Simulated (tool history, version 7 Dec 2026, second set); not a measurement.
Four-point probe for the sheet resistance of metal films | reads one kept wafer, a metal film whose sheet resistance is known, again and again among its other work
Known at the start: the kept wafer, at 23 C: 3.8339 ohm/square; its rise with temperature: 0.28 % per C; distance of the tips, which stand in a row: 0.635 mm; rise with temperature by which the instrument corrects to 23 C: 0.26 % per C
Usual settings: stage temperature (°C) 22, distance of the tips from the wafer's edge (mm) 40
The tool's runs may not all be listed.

run,day,stage temperature (°C),distance of the tips from the wafer's edge (mm),sheet resistance as the instrument gives it (ohm/square)
1,0,22,40,3.838795
2,1.333,22,40,3.83911
3,2.725,22,39,3.839587
4,4.183,22,39,3.839313
5,6.092,22,39,3.84123
6,8.542,22,39,3.841123
7,10.588,22,39,3.842786
8,12.746,22,40,3.840524
9,14.254,22,40,3.840447
10,15.408,28,40,3.845242
11,18.229,21,13,3.845323
12,20.642,24,18,3.844667
13,22.938,27,6,3.86765
# day 23.117: stage's thermometer calibrated
14,24.5,18,3,3.927999

Run 15 comes next. What will it give?
15,26.721,23,28,?

Run 15 gave sheet resistance as the instrument gives it (ohm/square) 3.842561.
Without the tool's hidden state the same run would have given sheet resistance as the instrument gives it (ohm/square) 3.835396.
